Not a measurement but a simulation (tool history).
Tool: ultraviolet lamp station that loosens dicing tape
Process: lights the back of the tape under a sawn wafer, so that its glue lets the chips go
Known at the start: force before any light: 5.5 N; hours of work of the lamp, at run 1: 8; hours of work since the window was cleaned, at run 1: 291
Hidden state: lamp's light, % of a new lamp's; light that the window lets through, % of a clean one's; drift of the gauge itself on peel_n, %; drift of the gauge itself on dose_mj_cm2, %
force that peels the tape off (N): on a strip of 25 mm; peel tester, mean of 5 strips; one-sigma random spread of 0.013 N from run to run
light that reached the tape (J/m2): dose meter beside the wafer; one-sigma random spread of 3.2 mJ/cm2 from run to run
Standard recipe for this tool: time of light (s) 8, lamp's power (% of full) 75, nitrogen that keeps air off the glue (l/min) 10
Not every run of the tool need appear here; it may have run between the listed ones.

run     day  time of light (s)  lamp's power (% of full)  nitrogen that keeps air off the glue (l/min)  hours of work of the lamp  hours of work since the window was cleaned  force that peels the tape off (N)  light that reached the tape (J/m2)
  1       0                  8                        75                                            10                          8                                         291                              0.704                                4470
  2   0.283                  8                        94                                            10                         14                                         296                              0.474                                5530
  3   0.638                  8                        79                                            10                         21                                         303                              0.671                                4630
  4   1.017                  8                        79                                            10                         28                                         310                               0.68                                4560
  5   1.333                  7                        75                                            10                         34                                         316                              0.931                                3740
  6   1.729                  7                        75                                            10                         41                                         324                               0.94                                3750
  7   2.204                  8                        75                                            10                         51                                         333                              0.759                                4240
  8   2.667                  8                        63                                            10                         59                                         342                              0.977                                3540
  9   2.962                  8                        63                                            10                         65                                         347                              1.018                                3530
 10   3.358                  8                        86                                            10                         73                                         355                              0.598                                4740
 11    3.85                  8                        86                                            10                         82                                         364                              0.634                                4780
 12   4.208                  8                        75                                            10                         89                                         371                              0.811                                4110
 13   4.621                  8                        75                                            10                         97                                         379                              0.793                                4120
 14   5.088                  8                        75                                            10                        106                                         388                              0.835                                4090
 15   5.417                  8                        75                                            10                        112                                         394                               0.84                                4030
 16   5.883                  8                        75                                            10                        121                                         403                              0.835                                3990
 17   6.358                  8                        75                                            10                        130                                         412                              0.876                                3970
 18   6.696                  8                        75                                            10                        136                                         418                               0.89                                3930
 19   7.062                  8                        75                                             6                        143                                         426                              1.249                                3920
      7.121  -- window cleaned of glue's vapour
 20   7.538                  8                        75                                             6                        152                                           8                              1.456                                3420
 21   7.908                  8                        75                                             6                        159                                          15                              1.523                                3380
 22   8.329                  8                        75                                             7                        167                                          23                              1.391                                3280
 23   8.771                 13                        62                                             4                        176                                          32                              1.346                                4440
 24   9.038                  7                        68                                            11                        181                                          37                              1.477                                2660
 25   9.388                  7                        75                                            10                        187                                          43                              1.408                                2830
      9.683  -- window cleaned of glue's vapour, once more
 26   9.904                  7                        75                                            10                        197                                           4                              0.861                                3980
 27  10.121                  9                        63                                            13                        201                                           8                              0.637                                4310
 28  10.475                  9                        63                                            13                        208                                          15                              0.631                                4230
 29  10.712                  9                        69                                             6                        212                                          20                              0.943                                4660
 30  10.979                  7                        75                                            10                        217                                          25                              0.884                                3920
 31  11.325                  7                        70                                            12                        224                                          31                              0.895                                3600
 32  11.542                 14                        71                                            10                        228                                          35                              0.287                                7290
 33  11.954                 14                        75                                             8                        236                                          43                              0.303                                7710
 34  12.238                 14                        75                                             8                        241                                          49                              0.307                                7630
 35    12.7                  9                        75                                             4                        250                                          58                              1.164                                4890
 36  13.104                  8                        87                                             4                        258                                          65                              1.166                                4990
 37  13.558                  7                        61                                            14                        267                                          74                              1.093                                3050
 38  13.996                 11                        75                                            10                        275                                          82                              0.418                                5870
 39  14.267                 11                        75                                            10                        280                                          88                              0.424                                5810
 40  14.642                 12                        89                                             8                        287                                          95                              0.326                                7500
 41  14.879                  8                        98                                            10                        292                                          99                              0.464                                5490
 42  15.312                  5                        95                                            10                        300                                         108                               1.13                                3300
 43  15.546                  5                        95                                             3                        305                                         112                               2.14                                3270

Measured minus without-hidden-state, run by run (identical run-to-run variation in each term; gauge scatter may differ):
run  force that peels the tape off (N)  light that reached the tape (J/m2)
  1                              +0.14                                -570
  2                             +0.101                                -740
  3                             +0.143                                -660
  4                             +0.151                                -690
  5                             +0.201                                -580
  6                             +0.208                                -610
  7                             +0.189                                -730
  8                             +0.232                                -640
  9                             +0.247                                -670
 10                             +0.172                                -920
 11                             +0.184                                -970
 12                             +0.234                                -880
 13                             +0.236                                -900
 14                             +0.258                                -940
 15                             +0.264                                -950
 16                              +0.27                                -980
 17                             +0.289                               -1030
 18                               +0.3                               -1040
 19                             +0.385                               -1060
 20                             +0.633                               -1620
 21                             +0.667                               -1630
 22                              +0.64                               -1660
 23                             +0.646                               -2250
 24                             +0.674                               -1350
 25                             +0.677                               -1510
 26                             +0.126                                -390
 27                             +0.103                                -430
 28                             +0.108                                -450
 29                              +0.15                                -520
 30                             +0.149                                -450
 31                             +0.158                                -440
 32                             +0.046                                -910
 33                             +0.055                               -1020
 34                             +0.058                               -1050
 35                              +0.22                                -720
 36                             +0.234                                -780
 37                             +0.236                                -500
 38                             +0.108                               -1010
 39                              +0.11                               -1030
 40                             +0.079                               -1390
 41                              +0.13                               -1050
 42                             +0.278                                -650
 43                             +0.366                                -670
